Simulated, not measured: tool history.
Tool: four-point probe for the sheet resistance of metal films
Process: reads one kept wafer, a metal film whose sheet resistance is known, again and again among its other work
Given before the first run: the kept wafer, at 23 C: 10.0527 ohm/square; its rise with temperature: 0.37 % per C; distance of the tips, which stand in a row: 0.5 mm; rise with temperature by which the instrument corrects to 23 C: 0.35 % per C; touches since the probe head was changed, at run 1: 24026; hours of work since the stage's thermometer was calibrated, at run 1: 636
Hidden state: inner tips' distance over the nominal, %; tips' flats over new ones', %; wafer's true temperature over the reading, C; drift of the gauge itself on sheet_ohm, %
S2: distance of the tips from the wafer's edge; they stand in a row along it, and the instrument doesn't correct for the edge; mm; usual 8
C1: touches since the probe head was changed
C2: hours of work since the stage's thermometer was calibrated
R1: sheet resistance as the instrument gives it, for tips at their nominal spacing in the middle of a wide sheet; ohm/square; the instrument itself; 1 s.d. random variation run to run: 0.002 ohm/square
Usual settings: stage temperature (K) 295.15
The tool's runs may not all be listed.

{"run": 1, "hour": 0.0, "stage temperature (K)": 295.15, "S2": 8, "C1": 24026, "C2": 636, "R1": 9.994859}
{"run": 2, "hour": 44.5, "stage temperature (K)": 295.15, "S2": 8, "C1": 26022, "C2": 663, "R1": 9.992901}
{"run": 3, "hour": 72.5, "stage temperature (K)": 295.15, "S2": 8, "C1": 27276, "C2": 680, "R1": 9.991422}
{"run": 4, "hour": 106.8, "stage temperature (K)": 295.15, "S2": 8, "C1": 28815, "C2": 701, "R1": 9.991192}
{"run": 5, "hour": 131.7, "stage temperature (K)": 295.15, "S2": 8, "C1": 29927, "C2": 717, "R1": 9.990674}
{"run": 6, "hour": 160.6, "stage temperature (K)": 295.15, "S2": 8, "C1": 31224, "C2": 734, "R1": 9.989036}
{"run": 7, "hour": 181.8, "stage temperature (K)": 295.15, "S2": 8, "C1": 32173, "C2": 747, "R1": 9.988155}
{"run": 8, "hour": 223.3, "stage temperature (K)": 305.15, "S2": 8, "C1": 34035, "C2": 773, "R1": 10.00769}
{"run": 9, "hour": 249.1, "stage temperature (K)": 305.15, "S2": 8, "C1": 35189, "C2": 789, "R1": 10.010448}
{"run": 10, "hour": 268.7, "stage temperature (K)": 295.15, "S2": 11, "C1": 36070, "C2": 801, "R1": 9.978981}
{"run": 11, "hour": 306.4, "stage temperature (K)": 293.15, "S2": 4, "C1": 37759, "C2": 824, "R1": 10.041508}
{"run": 12, "hour": 325.9, "stage temperature (K)": 293.15, "S2": 4, "C1": 38635, "C2": 836, "R1": 10.044676}
{"run": 13, "hour": 372.4, "stage temperature (K)": 295.15, "S2": 68, "C1": 40719, "C2": 865, "R1": 9.965462}
{"run": 14, "hour": 397.0, "stage temperature (K)": 307.15, "S2": 14, "C1": 41820, "C2": 880, "R1": 9.996254}
{"run": 15, "hour": 443.5, "stage temperature (K)": 300.15, "S2": 5, "C1": 43906, "C2": 908, "R1": 10.023955}

Predict each of these 4 candidate next runs independently; none follows another, all start after run 15:
{"run": "A", "hour": 467.4, "stage temperature (K)": 295.15, "S2": 4, "C1": 44978, "C2": 923, "R1": "?"}
{"run": "B", "hour": 467.4, "stage temperature (K)": 302.15, "S2": 5, "C1": 44978, "C2": 923, "R1": "?"}
{"run": "C", "hour": 467.4, "stage temperature (K)": 292.15, "S2": 17, "C1": 44978, "C2": 923, "R1": "?"}
{"run": "D", "hour": 467.4, "stage temperature (K)": 307.15, "S2": 5, "C1": 44978, "C2": 923, "R1": "?"}

run=A R1=10.045479
run=B R1=10.032629
run=C R1=9.953811
run=D R1=10.041079
What these runs would have given with no unlogged condition in the tool:
run=A R1=10.137209
run=B R1=10.124442
run=C R1=10.044685
run=D R1=10.133091

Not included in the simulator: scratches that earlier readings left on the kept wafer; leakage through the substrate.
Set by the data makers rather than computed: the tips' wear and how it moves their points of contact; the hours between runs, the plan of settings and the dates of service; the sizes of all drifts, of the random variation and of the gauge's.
